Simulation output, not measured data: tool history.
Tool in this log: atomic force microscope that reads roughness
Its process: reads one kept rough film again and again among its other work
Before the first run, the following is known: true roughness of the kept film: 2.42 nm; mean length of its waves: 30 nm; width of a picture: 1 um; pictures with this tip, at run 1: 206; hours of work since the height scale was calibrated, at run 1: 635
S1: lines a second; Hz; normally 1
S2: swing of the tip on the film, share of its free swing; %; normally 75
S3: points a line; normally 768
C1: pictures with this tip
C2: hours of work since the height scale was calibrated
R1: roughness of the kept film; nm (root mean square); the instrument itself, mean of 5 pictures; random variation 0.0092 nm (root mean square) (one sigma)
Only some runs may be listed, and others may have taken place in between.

run	hour	S1	S2	S3	C1	C2	R1
1	0	1	75	768	206	635	1.984
2	18.6	1	75	768	244	647	1.98
3	32.9	1	75	768	274	656	1.969
4	47.2	1	75	768	303	664	1.958
# hour 70.2: new tip fitted
5	73.9	1	75	768	8	680	2.102
6	87.2	1	75	317	35	689	2.041
7	103.4	1	75	317	68	699	2.026
8	122	1	75	317	106	710	2.016
9	134.4	0.65	75	317	132	718	2.07
10	148.9	1	75	768	161	726	2.023
11	174.3	1	75	768	214	742	2.004
12	187	1	75	768	240	750	1.992
13	206.4	1	75	768	279	762	1.985
14	221.8	1	75	768	311	771	1.952
# hour 224.9: height scale calibrated on a step standard
# hour 240.7: new tip fitted
15	244.9	1	75	768	8	12	2.087
16	259.3	3.09	85	740	38	21	1.558
17	275	1	68	768	70	30	2.131
18	297.3	3.89	68	835	116	44	1.806
# hour 322.3: height scale calibrated on a step standard, once more
19	322.7	0.56	75	768	166	0	2.075
20	338.1	0.56	75	768	197	10	2.07

Below are 5 alternative next runs, each starting from the tool's condition after run 20. Predict each:
A	351.6	2.54	70	773	225	18	?
B	351.6	1	69	370	225	18	?
C	351.6	0.56	75	411	225	18	?
D	351.6	2.31	63	546	225	18	?
E	351.6	2.95	75	449	225	18	?

run	R1
A	1.842
B	1.996
C	2.022
D	1.948
E	1.698
Had the tool no hidden state, the same runs would have come out as:
run	R1
A	1.933
B	2.095
C	2.123
D	2.045
E	1.783

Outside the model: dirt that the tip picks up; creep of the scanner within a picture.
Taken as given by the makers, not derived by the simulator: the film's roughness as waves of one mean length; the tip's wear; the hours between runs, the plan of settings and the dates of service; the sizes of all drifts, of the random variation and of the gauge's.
